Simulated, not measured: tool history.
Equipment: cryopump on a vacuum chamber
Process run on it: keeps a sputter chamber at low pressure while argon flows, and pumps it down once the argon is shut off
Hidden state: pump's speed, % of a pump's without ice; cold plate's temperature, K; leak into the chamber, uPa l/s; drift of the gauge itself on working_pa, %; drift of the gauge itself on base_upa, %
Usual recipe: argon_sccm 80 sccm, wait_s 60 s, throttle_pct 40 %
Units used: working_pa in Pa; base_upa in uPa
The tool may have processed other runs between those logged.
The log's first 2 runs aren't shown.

run,hour,argon_sccm,wait_s,throttle_pct,hours of work since the pump was warmed up and emptied,hours of work since the cold head was overhauled,hours of work since the chamber's fittings were tightened,working_pa,base_upa
3,25.1,80,60,40,296,296,771,0.1538,1.48
4,38.2,80,60,40,303,303,778,0.1526,1.49
5,52.7,80,60,40,311,311,786,0.1526,1.45
6,66.2,80,60,40,319,319,794,0.1554,1.48
7,73,80,60,40,323,323,798,0.1542,1.47
8,86.8,38,60,40,331,331,806,0.0742,1.47
9,101.2,51,60,40,339,339,814,0.0984,1.46
10,108.1,51,151,40,343,343,818,0.0985,1.02
11,123.3,51,151,45,352,352,827,0.0879,0.97
12,132,80,60,40,357,357,832,0.1553,1.5
13,147.4,62,60,40,366,366,841,0.1204,1.53
14,154.2,62,60,40,370,370,845,0.1212,1.51
15,168.9,62,60,40,378,378,853,0.1207,1.56
16,181.8,62,60,40,385,385,861,0.1208,1.54
17,193.2,67,60,19,392,392,867,0.2674,1.54
18,201.9,67,60,19,397,397,872,0.2656,1.53
19,211.9,67,60,19,403,403,878,0.267,1.51

Predict the results of run 20:
20,218.8,55,60,45,407,407,882,?,?

Logged for run 20: working_pa 0.0957 Pa, base_upa 1.51 uPa.
Had the tool carried no hidden state, the very same run would have given working_pa 0.0895 Pa, base_upa 0.9 uPa.

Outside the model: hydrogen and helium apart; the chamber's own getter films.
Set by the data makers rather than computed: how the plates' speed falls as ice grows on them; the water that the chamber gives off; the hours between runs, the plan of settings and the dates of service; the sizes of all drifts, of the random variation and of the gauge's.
